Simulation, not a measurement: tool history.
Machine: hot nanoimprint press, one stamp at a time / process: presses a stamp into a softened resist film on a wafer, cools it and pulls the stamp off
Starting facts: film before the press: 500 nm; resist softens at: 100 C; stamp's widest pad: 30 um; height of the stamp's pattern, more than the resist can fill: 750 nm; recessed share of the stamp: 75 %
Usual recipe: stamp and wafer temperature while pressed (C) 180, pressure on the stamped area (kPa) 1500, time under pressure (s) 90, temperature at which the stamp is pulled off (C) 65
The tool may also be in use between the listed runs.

| run | day | stamp and wafer temperature while pressed (C) | pressure on the stamped area (kPa) | time under pressure (s) | temperature at which the stamp is pulled off (C) | resist left under the stamp's widest pad (angstrom) | greatest force while the stamp is pulled off (N) |
|---|---|---|---|---|---|---|---|
| 1 | 0 | 180 | 1500 | 90 | 65 | 2429 | 185 |
| 2 | 0.883 | 180 | 1500 | 90 | 65 | 2446 | 181 |
|  | 1.938 | stamp cleaned and given a new release coat |
| 3 | 2.1 | 180 | 1500 | 90 | 52 | 2464 | 197 |
| 4 | 3.35 | 180 | 1500 | 90 | 55 | 2449 | 193 |
| 5 | 4.192 | 180 | 1500 | 90 | 65 | 2450 | 150 |
| 6 | 4.95 | 180 | 1500 | 90 | 64 | 2456 | 148 |
| 7 | 5.658 | 180 | 1500 | 71 | 65 | 2674 | 156 |
| 8 | 6.412 | 181 | 1500 | 90 | 65 | 2394 | 155 |
| 9 | 7.746 | 180 | 1500 | 90 | 65 | 2471 | 162 |
| 10 | 8.971 | 180 | 1500 | 90 | 65 | 2460 | 162 |
| 11 | 9.796 | 180 | 1500 | 90 | 65 | 2466 | 166 |
| 12 | 11.021 | 180 | 1500 | 90 | 65 | 2495 | 164 |
| 13 | 12.025 | 180 | 1500 | 90 | 65 | 2474 | 165 |
| 14 | 13.133 | 180 | 1500 | 90 | 65 | 2510 | 175 |
| 15 | 13.933 | 180 | 1500 | 90 | 65 | 2462 | 167 |

Run 16 has not been measured yet. What should we expect?
| 16 | 15.029 | 180 | 2310 | 90 | 65 | ? | ? |

{"run 16": {"resist left under the stamp's widest pad (angstrom)": 2068, "greatest force while the stamp is pulled off (N)": 170}}
Without the tool's hidden state the same run would have given resist left under the stamp's widest pad (angstrom) 1971, greatest force while the stamp is pulled off (N) 137.
